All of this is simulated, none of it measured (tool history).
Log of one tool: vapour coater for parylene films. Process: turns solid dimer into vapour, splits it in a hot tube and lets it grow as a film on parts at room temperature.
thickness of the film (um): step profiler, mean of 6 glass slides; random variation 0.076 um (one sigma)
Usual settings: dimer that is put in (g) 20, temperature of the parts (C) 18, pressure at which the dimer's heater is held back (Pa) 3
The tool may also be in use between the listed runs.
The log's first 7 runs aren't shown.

run    hour  dimer that is put in (g)  temperature of the parts (C)  pressure at which the dimer's heater is held back (Pa)  thickness of the film (um)
  8   422.7                        20                            15                                                       3                       13.58
      434.8  -- table's thermometer calibrated
  9   472.1                        20                            15                                                     4.7                       13.12
 10   525.9                        20                            18                                                       3                       12.54
 11   571.4                        20                            18                                                       3                       12.65
 12   620.8                        20                            18                                                       3                       12.54
        680  -- trap's valve overhauled
 13   690.8                        20                            18                                                       3                        12.5
 14   764.5                        20                            18                                                       3                       12.52
 15   839.4                        20                            18                                                       3                       12.61
 16   896.6                        16                            18                                                       3                       10.09
 17     948                        16                            18                                                       3                        9.96
 18  1010.4                        16                            15                                                       3                       10.93
 19    1053                        20                            18                                                    9.61                       11.41
 20  1099.7                        20                            18                                                    9.61                       11.35
     1171.4  -- trap's valve overhauled
 21  1181.4                        12                            30                                                    6.44                        5.16
 22  1220.6                        10                            14                                                   10.41                        6.37
 23  1261.7                        20                            27                                                    7.61                        9.23
 24  1345.3                        20                            27                                                    7.61                        9.19

The next listed run, before its measurement:
 25  1414.4                        14                            18                                                       3                           ?

thickness of the film (um): 8.77
Without the tool's hidden state the same run would have given thickness of the film (um) 8.79.
